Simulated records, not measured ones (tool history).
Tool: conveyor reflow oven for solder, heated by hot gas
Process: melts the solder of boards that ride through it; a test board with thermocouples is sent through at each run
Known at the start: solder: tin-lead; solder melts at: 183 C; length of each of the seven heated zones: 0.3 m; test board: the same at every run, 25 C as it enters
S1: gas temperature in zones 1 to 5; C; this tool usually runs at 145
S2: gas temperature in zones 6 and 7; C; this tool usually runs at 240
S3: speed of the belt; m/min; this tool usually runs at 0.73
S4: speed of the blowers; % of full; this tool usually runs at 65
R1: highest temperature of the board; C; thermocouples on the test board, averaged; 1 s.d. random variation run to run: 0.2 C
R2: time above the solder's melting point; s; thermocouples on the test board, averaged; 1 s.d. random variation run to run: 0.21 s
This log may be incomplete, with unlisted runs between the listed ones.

run 1 hour=0 | S1=145 S2=240 S3=0.73 S4=65 | R1=222.7 R2=41.3
run 2 hour=56.2 | S1=145 S2=240 S3=0.73 S4=65 | R1=222.7 R2=41.2
run 3 hour=115 | S1=145 S2=240 S3=0.73 S4=65 | R1=222.6 R2=41.4
run 4 hour=148.3 | S1=145 S2=240 S3=0.73 S4=65 | R1=222.7 R2=41.3
run 5 hour=226.7 | S1=145 S2=240 S3=0.73 S4=65 | R1=222.8 R2=41.5
run 6 hour=305 | S1=145 S2=240 S3=0.73 S4=65 | R1=222.6 R2=41.7
-- hour=338.3 flux residue cleaned out of gas plates and filters
run 7 hour=377.4 | S1=145 S2=240 S3=0.73 S4=51 | R1=220.9 R2=40.3
run 8 hour=435.7 | S1=145 S2=240 S3=0.73 S4=65 | R1=224.1 R2=41.9
run 9 hour=471.7 | S1=145 S2=240 S3=0.73 S4=65 | R1=223.7 R2=42.5
run 10 hour=548.8 | S1=145 S2=240 S3=0.73 S4=65 | R1=224 R2=42.5
run 11 hour=592.3 | S1=145 S2=240 S3=0.73 S4=65 | R1=223.6 R2=42.2
run 12 hour=641.3 | S1=145 S2=240 S3=0.73 S4=81 | R1=226.6 R2=43.6
run 13 hour=709.3 | S1=145 S2=240 S3=0.73 S4=81 | R1=226.7 R2=43.1
run 14 hour=775.1 | S1=145 S2=240 S3=0.73 S4=81 | R1=226.5 R2=43.6
run 15 hour=840.3 | S1=145 S2=232 S3=0.73 S4=65 | R1=216.8 R2=39.3
run 16 hour=908.4 | S1=145 S2=232 S3=0.73 S4=59 | R1=215.4 R2=38.1
run 17 hour=942.8 | S1=145 S2=232 S3=0.73 S4=59 | R1=215.4 R2=38.2
run 18 hour=990.6 | S1=155 S2=253 S3=0.7 S4=74 | R1=239.2 R2=52.3
-- hour=1005.7 flux residue cleaned out of gas plates and filters
run 19 hour=1071.6 | S1=155 S2=237 S3=0.861 S4=74 | R1=220.5 R2=36.8
run 20 hour=1106.5 | S1=145 S2=240 S3=0.73 S4=81 | R1=227.5 R2=43.7
-- hour=1141.4 thermocouples of zones 6 and 7 changed
run 21 hour=1173.2 | S1=145 S2=240 S3=0.73 S4=81 | R1=225.4 R2=43.5
run 22 hour=1207.4 | S1=133 S2=247 S3=0.73 S4=61 | R1=225.8 R2=40.6
run 23 hour=1258.7 | S1=133 S2=247 S3=0.73 S4=61 | R1=226 R2=40.6
run 24 hour=1296.5 | S1=145 S2=240 S3=0.632 S4=62 | R1=227.4 R2=50.6

What will run 25 give?
run 25 hour=1364.1 | S1=145 S2=240 S3=0.632 S4=62 | R1=? R2=?

Run 25 measured R1 226.7 C, R2 50.7 s.
With the hidden condition absent and the run-to-run variation left alone, this run would have shown R1 226.2 C, R2 49.2 s.
